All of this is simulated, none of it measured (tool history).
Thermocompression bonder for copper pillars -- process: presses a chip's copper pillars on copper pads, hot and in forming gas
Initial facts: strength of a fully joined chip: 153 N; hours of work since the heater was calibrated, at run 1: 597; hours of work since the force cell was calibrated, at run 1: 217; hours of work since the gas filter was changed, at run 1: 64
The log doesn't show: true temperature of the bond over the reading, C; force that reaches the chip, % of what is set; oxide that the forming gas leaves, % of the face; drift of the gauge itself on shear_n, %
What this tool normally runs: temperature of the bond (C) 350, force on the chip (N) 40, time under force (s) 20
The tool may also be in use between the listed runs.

run   hour  temperature of the bond (C)  force on the chip (N)  time under force (s)  hours of work since the heater was calibrated  hours of work since the force cell was calibrated  hours of work since the gas filter was changed  force that shears a chip off (N)
  1      0                          350                     40                    20                                            597                                                217                                              64                              92.1
  2   14.7                          350                     40                    20                                            603                                                224                                              71                              92.3
  3   37.7                          350                     40                    21                                            613                                                234                                              81                              93.8
  4   57.3                          350                     40                    21                                            622                                                243                                              89                                94
  5   72.8                          350                     40                    21                                            629                                                250                                              96                              92.4
  6   91.8                          350                     40                    17                                            637                                                258                                             105                              87.3
  7  110.7                          350                     51                    20                                            646                                                266                                             113                             103.8
  8  132.9                          350                     51                    20                                            656                                                276                                             123                             103.1
  9  145.5                          350                     40                    20                                            661                                                282                                             129                              91.6
     149.1  -- force cell calibrated
 10  156.9                          321                     54                    20                                            666                                                  3                                             133                              80.3
 11  180.4                          321                     54                    20                                            676                                                 14                                             143                              81.4
 12  200.7                          337                     54                    52                                            685                                                 23                                             152                             120.2
 13  215.3                          337                     54                    52                                            692                                                 29                                             159                             118.2
 14  231.7                          359                     24                    34                                            699                                                 37                                             166                              90.9
 15  246.9                          350                     39                    20                                            706                                                 43                                             173                              91.9
     255.2  -- force cell calibrated, once more
 16  262.2                          354                     38                    20                                            712                                                  3                                             179                              91.9
 17  284.4                          363                     25                    41                                            722                                                 13                                             189                              98.6

For each entry between runs, how does the tool's hidden state at the last listed run before it compare with that at the first listed run after it?
Runs 9 to 10: force cell calibrated (hour 149.1)
  true temperature of the bond over the reading, C: 11.3 -> 11.4; force that reaches the chip, % of what is set: 101.7 -> 102.7; oxide that the forming gas leaves, % of the face: 2.93 -> 3
  measured minus no-state result, force that shears a chip off (N): +8.2 -> +9.3
Runs 15 to 16: force cell calibrated, once more (hour 255.2)
  true temperature of the bond over the reading, C: 12 -> 12.1; force that reaches the chip, % of what is set: 102.8 -> 100.1; oxide that the forming gas leaves, % of the face: 3.68 -> 3.78
  measured minus no-state result, force that shears a chip off (N): +8.7 -> +7.2

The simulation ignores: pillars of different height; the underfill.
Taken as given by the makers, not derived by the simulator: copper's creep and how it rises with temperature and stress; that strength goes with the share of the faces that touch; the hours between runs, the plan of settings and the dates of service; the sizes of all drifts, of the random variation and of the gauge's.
